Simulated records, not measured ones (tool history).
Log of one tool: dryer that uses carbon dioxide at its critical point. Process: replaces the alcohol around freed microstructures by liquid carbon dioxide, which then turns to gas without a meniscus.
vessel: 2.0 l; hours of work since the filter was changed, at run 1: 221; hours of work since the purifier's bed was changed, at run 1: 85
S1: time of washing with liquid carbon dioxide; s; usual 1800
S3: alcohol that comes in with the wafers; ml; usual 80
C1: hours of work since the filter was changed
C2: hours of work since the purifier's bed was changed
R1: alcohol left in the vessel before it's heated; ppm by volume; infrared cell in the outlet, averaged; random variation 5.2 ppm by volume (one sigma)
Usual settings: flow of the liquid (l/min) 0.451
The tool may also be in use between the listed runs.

run 1 hour=0.0 | S1=1800 flow_of_the_liquid_(l/min)=0.451 S3=80 | C1=221 C2=85 | R1=190
run 2 hour=8.4 | S1=1800 flow_of_the_liquid_(l/min)=0.451 S3=80 | C1=224 C2=87 | R1=199
run 3 hour=14.8 | S1=1800 flow_of_the_liquid_(l/min)=0.451 S3=80 | C1=226 C2=89 | R1=199
run 4 hour=22.4 | S1=1800 flow_of_the_liquid_(l/min)=0.451 S3=80 | C1=228 C2=92 | R1=211
run 5 hour=28.0 | S1=1800 flow_of_the_liquid_(l/min)=0.451 S3=91 | C1=230 C2=94 | R1=229
run 6 hour=33.3 | S1=1800 flow_of_the_liquid_(l/min)=0.451 S3=91 | C1=232 C2=95 | R1=236
run 7 hour=39.4 | S1=1800 flow_of_the_liquid_(l/min)=0.451 S3=80 | C1=234 C2=97 | R1=205
run 8 hour=45.1 | S1=1800 flow_of_the_liquid_(l/min)=0.451 S3=38 | C1=235 C2=99 | R1=105
run 9 hour=53.0 | S1=1320 flow_of_the_liquid_(l/min)=0.451 S3=80 | C1=238 C2=101 | R1=782
run 10 hour=58.4 | S1=1800 flow_of_the_liquid_(l/min)=0.451 S3=80 | C1=239 C2=103 | R1=203
run 11 hour=63.0 | S1=1800 flow_of_the_liquid_(l/min)=0.451 S3=80 | C1=241 C2=104 | R1=222
run 12 hour=70.8 | S1=1800 flow_of_the_liquid_(l/min)=0.451 S3=80 | C1=243 C2=107 | R1=216
run 13 hour=75.8 | S1=1800 flow_of_the_liquid_(l/min)=0.451 S3=80 | C1=245 C2=108 | R1=217
run 14 hour=83.9 | S1=1680 flow_of_the_liquid_(l/min)=0.451 S3=80 | C1=247 C2=111 | R1=299
run 15 hour=89.2 | S1=1620 flow_of_the_liquid_(l/min)=0.451 S3=80 | C1=249 C2=112 | R1=354
run 16 hour=94.0 | S1=1800 flow_of_the_liquid_(l/min)=0.451 S3=80 | C1=251 C2=114 | R1=217
run 17 hour=101.6 | S1=1800 flow_of_the_liquid_(l/min)=0.451 S3=80 | C1=253 C2=116 | R1=223
run 18 hour=106.3 | S1=1800 flow_of_the_liquid_(l/min)=0.451 S3=80 | C1=254 C2=118 | R1=219
run 19 hour=111.8 | S1=1740 flow_of_the_liquid_(l/min)=0.451 S3=80 | C1=256 C2=120 | R1=267
run 20 hour=119.2 | S1=1740 flow_of_the_liquid_(l/min)=0.451 S3=80 | C1=258 C2=122 | R1=255
run 21 hour=125.1 | S1=1740 flow_of_the_liquid_(l/min)=0.451 S3=80 | C1=260 C2=124 | R1=262
run 22 hour=131.8 | S1=1740 flow_of_the_liquid_(l/min)=0.451 S3=80 | C1=262 C2=126 | R1=269
run 23 hour=137.6 | S1=1740 flow_of_the_liquid_(l/min)=0.451 S3=80 | C1=264 C2=127 | R1=262
run 24 hour=144.5 | S1=1800 flow_of_the_liquid_(l/min)=0.588 S3=80 | C1=266 C2=130 | R1=65
run 25 hour=152.4 | S1=1800 flow_of_the_liquid_(l/min)=0.588 S3=80 | C1=269 C2=132 | R1=73
run 26 hour=156.2 | S1=2880 flow_of_the_liquid_(l/min)=0.451 S3=71 | C1=270 C2=133 | R1=39
run 27 hour=164.0 | S1=2880 flow_of_the_liquid_(l/min)=0.451 S3=71 | C1=272 C2=136 | R1=32
run 28 hour=168.7 | S1=1800 flow_of_the_liquid_(l/min)=0.321 S3=80 | C1=274 C2=137 | R1=1029
run 29 hour=176.2 | S1=2100 flow_of_the_liquid_(l/min)=0.451 S3=32 | C1=276 C2=139 | R1=67
run 30 hour=180.5 | S1=2100 flow_of_the_liquid_(l/min)=0.484 S3=32 | C1=277 C2=141 | R1=54
run 31 hour=186.3 | S1=1740 flow_of_the_liquid_(l/min)=0.440 S3=32 | C1=279 C2=143 | R1=143
run 32 hour=193.7 | S1=2160 flow_of_the_liquid_(l/min)=0.569 S3=32 | C1=281 C2=145 | R1=39
run 33 hour=200.5 | S1=1800 flow_of_the_liquid_(l/min)=0.451 S3=86 | C1=284 C2=147 | R1=246
run 34 hour=207.6 | S1=1800 flow_of_the_liquid_(l/min)=0.451 S3=86 | C1=286 C2=149 | R1=250
run 35 hour=213.5 | S1=2580 flow_of_the_liquid_(l/min)=0.451 S3=70 | C1=288 C2=151 | R1=51
run 36 hour=221.1 | S1=2640 flow_of_the_liquid_(l/min)=0.451 S3=53 | C1=290 C2=153 | R1=42
run 37 hour=226.0 | S1=2640 flow_of_the_liquid_(l/min)=0.451 S3=33 | C1=291 C2=155 | R1=52
run 38 hour=234.9 | S1=2640 flow_of_the_liquid_(l/min)=0.451 S3=33 | C1=294 C2=158 | R1=38
run 39 hour=239.1 | S1=2760 flow_of_the_liquid_(l/min)=0.340 S3=54 | C1=295 C2=159 | R1=110
run 40 hour=245.7 | S1=2400 flow_of_the_liquid_(l/min)=0.685 S3=49 | C1=297 C2=161 | R1=32
run 41 hour=249.6 | S1=2400 flow_of_the_liquid_(l/min)=0.685 S3=49 | C1=299 C2=162 | R1=37
run 42 hour=253.6 | S1=1800 flow_of_the_liquid_(l/min)=0.731 S3=25 | C1=300 C2=163 | R1=30
run 43 hour=261.3 | S1=1260 flow_of_the_liquid_(l/min)=0.451 S3=21 | C1=302 C2=166 | R1=299
run 44 hour=268.3 | S1=2580 flow_of_the_liquid_(l/min)=0.451 S3=21 | C1=305 C2=168 | R1=35
run 45 hour=277.2 | S1=1560 flow_of_the_liquid_(l/min)=0.290 S3=77 | C1=307 C2=171 | R1=2352
run 46 hour=282.2 | S1=1560 flow_of_the_liquid_(l/min)=0.290 S3=77 | C1=309 C2=172 | R1=2333
run 47 hour=288.2 | S1=1560 flow_of_the_liquid_(l/min)=0.290 S3=77 | C1=311 C2=174 | R1=2373

Forecast each of these 3 alternatives for the next run:
run A hour=296.0 | S1=2220 flow_of_the_liquid_(l/min)=0.705 S3=70 | C1=313 C2=177 | R1=?
run B hour=296.0 | S1=1560 flow_of_the_liquid_(l/min)=0.288 S3=27 | C1=313 C2=177 | R1=?
run C hour=296.0 | S1=1800 flow_of_the_liquid_(l/min)=0.451 S3=32 | C1=313 C2=177 | R1=?

run=A R1=46
run=B R1=847
run=C R1=128
Without the tool's hidden state the same runs would have given:
run=A R1=13
run=B R1=527
run=C R1=45
